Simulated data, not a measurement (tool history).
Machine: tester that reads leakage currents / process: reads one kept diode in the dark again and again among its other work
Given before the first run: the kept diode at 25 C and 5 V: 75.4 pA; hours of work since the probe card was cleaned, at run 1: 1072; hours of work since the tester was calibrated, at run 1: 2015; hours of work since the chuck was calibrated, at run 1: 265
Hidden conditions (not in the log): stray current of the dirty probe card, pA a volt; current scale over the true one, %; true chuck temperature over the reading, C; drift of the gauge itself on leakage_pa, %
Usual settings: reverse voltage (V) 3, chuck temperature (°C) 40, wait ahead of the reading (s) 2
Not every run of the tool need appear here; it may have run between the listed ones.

run    hour  reverse voltage (V)  chuck temperature (°C)  wait ahead of the reading (s)  hours of work since the probe card was cleaned  hours of work since the tester was calibrated  hours of work since the chuck was calibrated  current that the tester gives (pA)
  1       0                    3                      40                              2                                            1072                                           2015                                           265                              182.14
  2   119.8                    3                      40                              2                                            1156                                           2099                                           349                              184.45
  3   193.1                    3                      40                           2.29                                            1207                                           2150                                           401                              185.06
  4   246.2                    3                      40                           1.19                                            1245                                           2187                                           438                              187.42
  5   340.8                    3                      40                           1.19                                            1311                                           2254                                           504                              188.83
  6   456.6                    3                      40                           1.19                                            1392                                           2335                                           586                              191.77
  7     533                    3                      40                           3.56                                            1446                                           2389                                           639                              192.68
  8   623.3                    3                      40                           1.65                                            1509                                           2452                                           702                              196.39
  9   711.8                    3                      40                              2                                            1571                                           2514                                           765                              197.42
 10   830.9                    3                      40                              2                                            1655                                           2597                                           848                              201.09
 11   881.8                    3                      26                              2                                            1690                                           2633                                           884                               79.32
      941.4  -- chuck's temperature calibrated
 12   958.5                    3                      26                              2                                            1743                                           2686                                            12                                69.2
 13  1013.5                    3                      40                              2                                            1781                                           2724                                            51                              177.11
 14  1111.8                    3                      40                              2                                            1850                                           2793                                           120                              178.77
 15  1193.1                    3                      40                           3.33                                            1907                                           2850                                           177                              181.37
 16  1300.2                    3                      40                           3.33                                            1982                                           2925                                           252                              183.28
 17  1379.9                    3                      40                              2                                            2038                                           2981                                           307                              185.33
 18    1446                    3                      40                              2                                            2085                                           3027                                           354                              186.67
 19    1538                    3                      40                              2                                            2149                                           3092                                           418                              188.38
 20  1644.9                    3                      40                              2                                            2224                                           3167                                           493                              190.21
 21  1743.4                 7.26                      25                           3.32                                            2293                                           3236                                           562                              108.24
 22  1845.5                 7.26                      26                           3.32                                            2365                                           3308                                           634                              117.43
 23  1923.1                 1.56                      54                           2.03                                            2419                                           3362                                           688                              350.85
 24    2018                 5.43                      32                           6.64                                            2486                                           3428                                           755                               153.6
 25  2075.1                    3                      42                              2                                            2526                                           3468                                           795                              226.38
 26  2182.5                 3.16                      54                           0.32                                            2601                                           3544                                           870                              491.51
     2264.8  -- chuck's temperature calibrated
 27  2309.9                 1.49                      27                            2.2                                            2689                                           3632                                            32                                55.7
 28  2393.6                 1.49                      27                            2.2                                            2748                                           3690                                            90                               55.97
 29  2499.8                    3                      40                           9.94                                            2822                                           3765                                           165                              183.05
 30  2601.4                 9.44                      32                           7.02                                            2893                                           3836                                           236                              189.33
 31  2711.4                17.14                      42                            5.7                                            2970                                           3913                                           313                              468.44
 32    2808                17.14                      42                            5.7                                            3038                                           3981                                           381                              472.87
 33  2863.9                 1.36                      42                           9.77                                            3077                                           4020                                           420                              152.09
 34  2965.7                17.67                      22                           9.77                                            3149                                           4092                                           491                              147.54
 35  3041.5                 2.87                      26                           0.35                                            3202                                           4145                                           545                               79.81
 36  3106.2                    3                      40                           0.62                                            3247                                           4190                                           590                              198.06
 37  3178.6                    3                      40                           1.99                                            3298                                           4241                                           641                              197.77
 38  3263.1                 3.81                      40                              2                                            3357                                           4300                                           700                              222.26
     3292.7  -- probe card cleaned and baked
 39  3365.9                 2.76                      40                           0.63                                              51                                           4370                                           770                              190.35
 40  3485.8                 2.12                      27                           6.99                                             135                                           4454                                           854                               70.33

Forecast each of these 3 alternatives for the next run:
     3590.9  -- chuck's temperature calibrated
  A  3607.5                  2.5                      25                           6.99                                             219                                           4538                                            12                                   ?
     3590.9  -- chuck's temperature calibrated
  B  3607.5                13.64                      49                           0.32                                             219                                           4538                                            12                                   ?
     3590.9  -- chuck's temperature calibrated
  C  3607.5                    3                      21                              2                                             219                                           4538                                            12                                   ?

run  current that the tester gives (pA)
  A                               56.89
  B                              606.62
  C                               46.45
Without the tool's unlogged condition, the same runs would have read:
run  current that the tester gives (pA)
  A                               56.27
  B                              601.03
  C                               45.83
